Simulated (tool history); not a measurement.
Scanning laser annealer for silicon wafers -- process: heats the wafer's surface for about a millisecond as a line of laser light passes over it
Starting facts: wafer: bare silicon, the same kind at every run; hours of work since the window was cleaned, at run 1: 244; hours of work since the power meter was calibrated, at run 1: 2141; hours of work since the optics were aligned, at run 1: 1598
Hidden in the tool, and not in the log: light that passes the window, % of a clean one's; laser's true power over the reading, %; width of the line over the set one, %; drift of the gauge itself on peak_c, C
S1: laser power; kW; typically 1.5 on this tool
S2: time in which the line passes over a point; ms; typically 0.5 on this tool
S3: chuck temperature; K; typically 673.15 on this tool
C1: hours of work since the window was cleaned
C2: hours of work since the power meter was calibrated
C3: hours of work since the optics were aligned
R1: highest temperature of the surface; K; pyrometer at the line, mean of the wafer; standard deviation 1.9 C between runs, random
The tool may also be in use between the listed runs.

| run | hour | S1 | S2 | S3 | C1 | C2 | C3 | R1 |
|---|---|---|---|---|---|---|---|---|
| 1 | 0 | 1.5 | 0.5 | 673.15 | 244 | 2141 | 1598 | 1479.15 |
| 2 | 36.7 | 1.5 | 0.5 | 650.15 | 271 | 2168 | 1625 | 1454.15 |
| 3 | 88.6 | 1.493 | 0.5 | 650.15 | 309 | 2207 | 1663 | 1442.15 |
|  | 152.8 | window over the wafer cleaned |
| 4 | 161.9 | 1.493 | 0.5 | 650.15 | 7 | 2259 | 1715 | 1477.15 |
| 5 | 204 | 1.5 | 0.5 | 673.15 | 38 | 2290 | 1747 | 1501.15 |
| 6 | 239.6 | 1.5 | 0.5 | 673.15 | 64 | 2317 | 1773 | 1499.15 |
| 7 | 280.7 | 1.329 | 0.5 | 673.15 | 94 | 2347 | 1803 | 1406.15 |
| 8 | 318.2 | 1.5 | 0.5 | 673.15 | 122 | 2374 | 1831 | 1492.15 |
| 9 | 366.3 | 1.5 | 0.5 | 673.15 | 157 | 2410 | 1866 | 1487.15 |
| 10 | 409.5 | 1.5 | 0.5 | 673.15 | 189 | 2442 | 1898 | 1483.15 |
| 11 | 460.4 | 1.5 | 0.5 | 673.15 | 227 | 2479 | 1936 | 1481.15 |
|  | 519.8 | optics aligned, line set to its width |
| 12 | 536.5 | 1.5 | 0.5 | 673.15 | 279 | 2532 | 12 | 1483.15 |
| 13 | 577.8 | 1.5 | 0.5 | 673.15 | 310 | 2562 | 43 | 1476.15 |
| 14 | 628.1 | 1.5 | 0.378 | 673.15 | 347 | 2599 | 80 | 1369.15 |
|  | 638.7 | window over the wafer cleaned |
| 15 | 704 | 1.5 | 0.378 | 673.15 | 48 | 2654 | 134 | 1393.15 |
| 16 | 746.3 | 1.5 | 0.602 | 673.15 | 79 | 2685 | 166 | 1581.15 |
| 17 | 809 | 1.5 | 0.602 | 673.15 | 126 | 2731 | 212 | 1577.15 |
| 18 | 871.7 | 1.5 | 0.602 | 673.15 | 172 | 2778 | 258 | 1577.15 |
| 19 | 906.4 | 1.5 | 0.576 | 673.15 | 197 | 2803 | 284 | 1552.15 |
| 20 | 965.1 | 1.5 | 0.576 | 673.15 | 241 | 2846 | 327 | 1545.15 |
| 21 | 1008.6 | 1.303 | 0.5 | 692.15 | 273 | 2879 | 359 | 1397.15 |
| 22 | 1065.3 | 1.303 | 0.47 | 668.15 | 315 | 2920 | 401 | 1347.15 |
| 23 | 1103.5 | 1.303 | 0.47 | 668.15 | 343 | 2948 | 429 | 1342.15 |
|  | 1121.4 | window over the wafer cleaned |
| 24 | 1135.6 | 1.5 | 0.444 | 698.15 | 10 | 2971 | 451 | 1484.15 |
| 25 | 1174 | 1.5 | 0.444 | 698.15 | 39 | 2999 | 479 | 1482.15 |
| 26 | 1204.9 | 1.4 | 0.587 | 657.15 | 62 | 3022 | 502 | 1498.15 |
| 27 | 1259.6 | 1.522 | 0.384 | 678.15 | 102 | 3062 | 543 | 1408.15 |
| 28 | 1331.7 | 1.522 | 0.384 | 678.15 | 155 | 3115 | 596 | 1405.15 |
| 29 | 1394.5 | 1.522 | 0.384 | 703.15 | 201 | 3162 | 642 | 1425.15 |
| 30 | 1435.9 | 1.479 | 0.352 | 671.15 | 232 | 3192 | 673 | 1343.15 |
| 31 | 1468.6 | 1.648 | 0.352 | 671.15 | 256 | 3216 | 697 | 1410.15 |
| 32 | 1522 | 1.5 | 0.5 | 708.15 | 295 | 3256 | 736 | 1513.15 |
| 33 | 1583.3 | 1.333 | 0.408 | 680.15 | 341 | 3301 | 781 | 1325.15 |
|  | 1603.5 | window over the wafer cleaned |
| 34 | 1619.7 | 1.625 | 0.5 | 650.15 | 12 | 3326 | 807 | 1550.15 |
| 35 | 1661.4 | 1.633 | 0.5 | 673.15 | 43 | 3357 | 838 | 1577.15 |
| 36 | 1728.3 | 1.633 | 0.424 | 661.15 | 92 | 3406 | 887 | 1485.15 |
| 37 | 1763.6 | 1.5 | 0.5 | 704.15 | 118 | 3432 | 913 | 1528.15 |
| 38 | 1802.1 | 1.5 | 0.5 | 704.15 | 146 | 3461 | 941 | 1525.15 |
| 39 | 1864.9 | 1.336 | 0.58 | 674.15 | 193 | 3507 | 988 | 1458.15 |
| 40 | 1909 | 1.424 | 0.5 | 673.15 | 225 | 3540 | 1020 | 1443.15 |

Some steps in R1 between neighbouring runs. How much of each would the tool show without its hidden state too (settings, what came in, random variation), and how much is left for the hidden state, with any gauge scatter that isn't in both results?
Run 3 -> 4: window over the wafer cleaned. R1 +35 K: hidden state +32, all else +3.
Run 15 -> 16: S2 0.378 -> 0.602. R1 +188 K: hidden state -4, all else +192.
Run 23 -> 24: S1 1.303 -> 1.5, S2 0.47 -> 0.444, S3 668.15 -> 698.15, window over the wafer cleaned. R1 +142 K: hidden state +31, all else +111.
Run 32 -> 33: S1 1.5 -> 1.333, S2 0.5 -> 0.408, S3 708.15 -> 680.15. R1 -188 K: hidden state +2, all else -190.
Run 33 -> 34: S1 1.333 -> 1.625, S2 0.408 -> 0.5, S3 680.15 -> 650.15, window over the wafer cleaned. R1 +225 K: hidden state +27, all else +198.

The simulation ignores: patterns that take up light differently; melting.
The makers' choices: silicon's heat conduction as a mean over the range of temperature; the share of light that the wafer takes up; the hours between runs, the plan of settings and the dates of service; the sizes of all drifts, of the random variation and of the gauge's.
